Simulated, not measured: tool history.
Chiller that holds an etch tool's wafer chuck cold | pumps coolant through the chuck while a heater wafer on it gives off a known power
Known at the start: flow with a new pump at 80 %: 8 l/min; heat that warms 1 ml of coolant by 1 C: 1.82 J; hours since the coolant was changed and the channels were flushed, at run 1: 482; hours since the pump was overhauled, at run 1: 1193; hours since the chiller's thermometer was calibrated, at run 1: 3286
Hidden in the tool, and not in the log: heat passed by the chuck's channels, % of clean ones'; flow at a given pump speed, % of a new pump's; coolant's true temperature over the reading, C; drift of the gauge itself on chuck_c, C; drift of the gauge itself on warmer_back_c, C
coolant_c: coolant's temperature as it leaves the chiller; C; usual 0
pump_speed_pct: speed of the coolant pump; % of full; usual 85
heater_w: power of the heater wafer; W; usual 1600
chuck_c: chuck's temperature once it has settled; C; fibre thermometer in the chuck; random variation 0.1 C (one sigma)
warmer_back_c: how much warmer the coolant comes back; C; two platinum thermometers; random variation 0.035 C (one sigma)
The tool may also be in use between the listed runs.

run	hour	coolant_c	pump_speed_pct	heater_w	hours since the coolant was changed and the channels were flushed	hours since the pump was overhauled	hours since the chiller's thermometer was calibrated	chuck_c	warmer_back_c
1	0	0	85	1600	482	1193	3286	11	6.37
2	220.7	0	85	1600	702	1413	3507	11.2	6.39
3	453.2	0	85	1600	935	1646	3740	11.3	6.46
4	644.7	0	93	1600	1126	1837	3931	10.7	5.93
5	817.7	-10	93	1600	1299	2010	4104	1.1	5.98
6	1040.6	-10	93	1600	1522	2233	4327	1	6.03
7	1274.2	0	85	1600	1756	2467	4561	11.8	6.59
8	1459	0	85	1600	1941	2652	4745	12.1	6.6
9	1597.1	-8	79	1272	2079	2790	4883	2	5.67
# hour 1623.8: coolant pump overhauled
10	1750.1	-5	71	1625	2227	126	5031	9.5	8.38
11	1941.1	-5	71	1625	2418	317	5222	9.5	8.43

Run 12 comes next. What will it give?
# hour 2040.8: coolant pump overhauled, once more
12	2109.8	6	84	1743	2581	69	5386	?	?

Run 12 gave chuck_c 19.3 C, warmer_back_c 6.78 C.
Without the tool's hidden state the same run would have given chuck_c 18.3 C, warmer_back_c 6.77 C.

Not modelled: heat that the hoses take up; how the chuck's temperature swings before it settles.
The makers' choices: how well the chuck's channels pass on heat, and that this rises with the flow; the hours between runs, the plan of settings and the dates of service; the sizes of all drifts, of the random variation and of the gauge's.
